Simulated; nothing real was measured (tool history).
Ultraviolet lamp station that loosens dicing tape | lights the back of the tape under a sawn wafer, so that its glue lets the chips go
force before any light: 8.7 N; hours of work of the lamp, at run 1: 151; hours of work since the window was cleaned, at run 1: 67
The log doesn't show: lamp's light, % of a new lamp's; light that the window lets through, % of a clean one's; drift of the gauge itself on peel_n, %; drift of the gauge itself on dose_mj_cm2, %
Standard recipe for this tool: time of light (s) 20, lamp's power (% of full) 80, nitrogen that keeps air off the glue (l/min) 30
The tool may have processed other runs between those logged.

| run | day | time of light (s) | lamp's power (% of full) | nitrogen that keeps air off the glue (l/min) | hours of work of the lamp | hours of work since the window was cleaned | force that peels the tape off (N) | light that reached the tape (J/m2) |
|---|---|---|---|---|---|---|---|---|
| 1 | 0.000 | 20 | 80 | 30 | 151 | 67 | 0.681 | 4350 |
| 2 | 0.846 | 20 | 80 | 30 | 167 | 83 | 0.665 | 4330 |
| 3 | 1.596 | 20 | 80 | 30 | 181 | 97 | 0.679 | 4250 |
| 4 | 2.083 | 20 | 80 | 30 | 190 | 106 | 0.681 | 4320 |
| 5 | 3.033 | 12 | 80 | 30 | 208 | 124 | 1.819 | 2610 |
| 6 | 3.858 | 12 | 80 | 30 | 224 | 140 | 1.768 | 2600 |
| 7 | 4.812 | 12 | 80 | 30 | 242 | 158 | 1.910 | 2590 |
| 8 | 5.492 | 12 | 80 | 30 | 255 | 171 | 1.744 | 2620 |
| 9 | 6.279 | 12 | 80 | 30 | 270 | 186 | 1.859 | 2580 |
| 10 | 6.738 | 12 | 80 | 30 | 279 | 195 | 1.810 | 2600 |
| 11 | 7.512 | 20 | 98 | 30 | 293 | 209 | 0.404 | 5270 |
| 12 | 8.071 | 20 | 98 | 30 | 304 | 220 | 0.394 | 5320 |
| 13 | 8.708 | 20 | 98 | 30 | 316 | 232 | 0.381 | 5240 |
| 14 | 9.596 | 20 | 80 | 30 | 333 | 249 | 0.686 | 4360 |
| 15 | 10.262 | 20 | 80 | 30 | 346 | 261 | 0.683 | 4320 |
| 16 | 11.150 | 40 | 72 | 11 | 362 | 278 | 0.355 | 7780 |
| 17 | 12.129 | 40 | 72 | 11 | 381 | 297 | 0.342 | 7800 |
| 18 | 12.792 | 31 | 62 | 13 | 394 | 310 | 0.826 | 5200 |
| 19 | 13.604 | 20 | 80 | 12 | 409 | 325 | 1.328 | 4390 |
| 20 | 14.404 | 20 | 80 | 12 | 424 | 340 | 1.328 | 4320 |
| 21 | 15.312 | 20 | 80 | 12 | 442 | 357 | 1.298 | 4330 |
| 22 | 16.154 | 20 | 63 | 12 | 458 | 373 | 1.934 | 3380 |
| 23 | 17.250 | 20 | 66 | 22 | 478 | 394 | 1.303 | 3540 |
| 24 | 18.304 | 23 | 80 | 30 | 498 | 414 | 0.473 | 4940 |
| 25 | 18.933 | 40 | 96 | 12 | 510 | 426 | 0.134 | 10390 |
| 26 | 19.421 | 40 | 96 | 12 | 520 | 435 | 0.141 | 10340 |
| 27 | 20.496 | 40 | 96 | 12 | 540 | 456 | 0.135 | 10310 |
| 28 | 21.054 | 32 | 74 | 12 | 551 | 466 | 0.535 | 6440 |
| 29 | 21.946 | 20 | 65 | 43 | 568 | 483 | 0.850 | 3490 |

Branching from run 29: 4 alternative next runs. What would each branch give?
| A | 23.062 | 17 | 65 | 43 | 589 | 505 | ? | ? |
| B | 23.062 | 40 | 65 | 27 | 589 | 505 | ? | ? |
| C | 23.062 | 35 | 70 | 37 | 589 | 505 | ? | ? |
| D | 23.062 | 20 | 83 | 43 | 589 | 505 | ? | ? |

| run | force that peels the tape off (N) | light that reached the tape (J/m2) |
|---|---|---|
| A | 1.182 | 3000 |
| B | 0.203 | 7020 |
| C | 0.173 | 6640 |
| D | 0.467 | 4470 |
Take away the tool's hidden state, keep each run's random variation, and the runs would have read:
| run | force that peels the tape off (N) | light that reached the tape (J/m2) |
|---|---|---|
| A | 1.177 | 3010 |
| B | 0.202 | 7030 |
| C | 0.172 | 6650 |
| D | 0.464 | 4480 |
